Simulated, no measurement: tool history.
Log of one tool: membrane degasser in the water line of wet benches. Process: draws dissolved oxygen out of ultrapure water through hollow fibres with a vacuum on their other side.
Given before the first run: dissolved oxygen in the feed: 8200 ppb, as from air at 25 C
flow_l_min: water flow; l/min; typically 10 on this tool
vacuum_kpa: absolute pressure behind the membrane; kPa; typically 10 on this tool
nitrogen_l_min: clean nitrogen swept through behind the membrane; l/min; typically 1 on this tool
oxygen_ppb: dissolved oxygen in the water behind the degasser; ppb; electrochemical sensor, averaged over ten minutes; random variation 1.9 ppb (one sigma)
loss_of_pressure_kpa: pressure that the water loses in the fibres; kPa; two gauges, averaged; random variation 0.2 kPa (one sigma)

| run | hour | flow_l_min | vacuum_kpa | nitrogen_l_min | oxygen_ppb | loss_of_pressure_kpa |
|---|---|---|---|---|---|---|
| 1 | 0 | 10 | 10 | 1 | 207.1 | 49.79 |
| 2 | 161.9 | 10 | 10 | 1 | 206.9 | 49.95 |
| 3 | 392.6 | 10 | 15.8 | 1 | 334.6 | 50.45 |
| 4 | 580.7 | 10 | 24.8 | 1 | 539.3 | 50.18 |
| 5 | 754.4 | 10 | 10 | 1 | 209.3 | 50.45 |
| 6 | 1055.1 | 10 | 10 | 1 | 210.4 | 50.57 |
| 7 | 1265.2 | 10 | 10 | 1.03 | 205.1 | 50.74 |
| 8 | 1523.6 | 10 | 10 | 1 | 213.5 | 51.06 |
| 9 | 1675.5 | 10 | 10 | 1 | 212.6 | 51.16 |
| 10 | 1835.4 | 10 | 10 | 1 | 213.7 | 50.88 |
| 11 | 2028.7 | 10 | 10 | 1 | 214.6 | 50.76 |
| 12 | 2231.5 | 10 | 10 | 1 | 217.8 | 51.25 |
| 13 | 2404.2 | 15 | 11.8 | 1 | 481.6 | 77.21 |
| 14 | 2589.1 | 15 | 6.8 | 0.48 | 438.7 | 76.87 |
| 15 | 2829 | 11 | 9.8 | 0.72 | 310.9 | 56.73 |
| 16 | 3015.8 | 11 | 9.8 | 0.72 | 310.9 | 56.69 |
| 17 | 3239.9 | 11 | 9.8 | 0.72 | 310.9 | 56.87 |
| 18 | 3521.3 | 10 | 10 | 1.65 | 158.7 | 51.79 |
| 19 | 3728.8 | 12 | 17.7 | 1 | 509.9 | 62.96 |
| 20 | 3853.3 | 12 | 17.7 | 1 | 510 | 62.54 |
| 21 | 4012.8 | 10 | 8.5 | 1 | 190.4 | 52.61 |

Alternative continuations, all from the tool just after run 21; predict every row:
| A | 4279.5 | 9 | 10 | 0.77 | ? | ? |
| B | 4279.5 | 10 | 10 | 1.07 | ? | ? |
| C | 4279.5 | 10 | 11.4 | 2.85 | ? | ? |

| run | oxygen_ppb | loss_of_pressure_kpa |
|---|---|---|
| A | 241.8 | 47.67 |
| B | 214.4 | 52.36 |
| C | 131.3 | 52.5 |
The same runs, with their run-to-run variation unchanged, on a tool lacking any hidden condition would have given:
| run | oxygen_ppb | loss_of_pressure_kpa |
|---|---|---|
| A | 201.6 | 41.74 |
| B | 171.4 | 45.83 |
| C | 96.2 | 45.95 |

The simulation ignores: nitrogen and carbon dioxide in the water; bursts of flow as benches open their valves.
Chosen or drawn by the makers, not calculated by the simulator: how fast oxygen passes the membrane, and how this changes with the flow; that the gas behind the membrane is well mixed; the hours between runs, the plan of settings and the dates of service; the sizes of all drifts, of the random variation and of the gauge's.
